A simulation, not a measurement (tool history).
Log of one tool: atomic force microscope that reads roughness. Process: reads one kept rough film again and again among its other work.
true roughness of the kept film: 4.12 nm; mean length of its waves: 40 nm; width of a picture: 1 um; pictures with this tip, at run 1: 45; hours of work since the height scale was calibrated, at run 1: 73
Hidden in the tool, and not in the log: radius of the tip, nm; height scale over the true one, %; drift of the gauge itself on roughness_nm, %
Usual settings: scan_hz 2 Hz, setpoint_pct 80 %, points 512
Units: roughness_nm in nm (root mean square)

run,hour,scan_hz,setpoint_pct,points,pictures with this tip,hours of work since the height scale was calibrated,roughness_nm
1,0,2,80,512,45,73,2.896
2,12.4,2,80,512,68,82,2.851
3,23.5,2,80,512,89,90,2.827
4,41.8,2,80,512,123,104,2.756
5,58.4,2,56,512,153,116,3.175
6,79,2,56,512,192,132,3.134
# hour 84.3: new tip fitted
7,101,2,56,512,31,148,3.457
8,118.2,2,56,512,63,160,3.418
9,140.7,2,56,512,105,177,3.325
10,154.3,2,56,512,130,187,3.234
11,166.4,2,56,512,152,196,3.202
12,177.3,2,80,382,172,204,2.706
# hour 192.1: new tip fitted
13,200.5,2,80,512,16,221,2.967
14,215.8,2,85,512,44,233,2.803
15,230.1,2,85,512,71,243,2.73
16,251.4,2,85,512,110,259,2.655
17,262.2,2,85,512,130,267,2.638
18,279.6,2,85,512,163,280,2.593
19,293.2,2,80,512,188,290,2.659
# hour 295.7: height scale calibrated on a step standard
# hour 300.7: new tip fitted
20,304.6,2,80,512,7,6,2.999
21,326.2,2,80,512,47,22,2.946
# hour 337.4: height scale calibrated on a step standard, once more
22,338.4,2,80,512,68,1,2.874
23,350,0.72,88,636,90,9,3.125
24,361.2,1.61,69,512,111,18,3.12
25,377.1,2,58,755,140,30,3.178
26,399.4,1.51,58,755,182,46,3.149
# hour 409.1: new tip fitted
27,422.1,2,65,512,24,63,3.333
28,443.7,2,65,512,64,79,3.222
29,457.2,2.23,65,512,89,89,3.155
30,476,2,77,409,124,103,2.86
31,498,2,80,677,165,119,2.725
32,510,2,80,677,187,128,2.693
# hour 517.6: new tip fitted
33,520.4,0.6,80,512,5,135,3.436
34,536.5,0.6,80,512,35,147,3.378
35,554,1.01,58,774,67,160,3.438
36,574.3,0.75,80,512,105,176,3.213
37,595.7,0.75,80,512,145,191,3.11
38,615.2,1.42,73,870,181,206,2.969
# hour 625.8: new tip fitted
39,626.7,3.37,71,512,1,214,2.985
40,649.2,3.37,72,512,43,231,2.901
41,664.9,3.37,72,512,72,242,2.823
42,681.3,2.79,83,377,103,255,2.523

Forecast each of these 4 alternatives for the next run:
A,703.8,2.72,62,512,145,271,?
B,703.8,2.79,59,307,145,271,?
C,703.8,2,80,650,145,271,?
D,703.8,2,82,512,145,271,?

run,roughness_nm
A,3.035
B,3.09
C,2.752
D,2.708
Without the tool's hidden state the same runs would have given:
run,roughness_nm
A,3.352
B,3.413
C,3.04
D,2.991

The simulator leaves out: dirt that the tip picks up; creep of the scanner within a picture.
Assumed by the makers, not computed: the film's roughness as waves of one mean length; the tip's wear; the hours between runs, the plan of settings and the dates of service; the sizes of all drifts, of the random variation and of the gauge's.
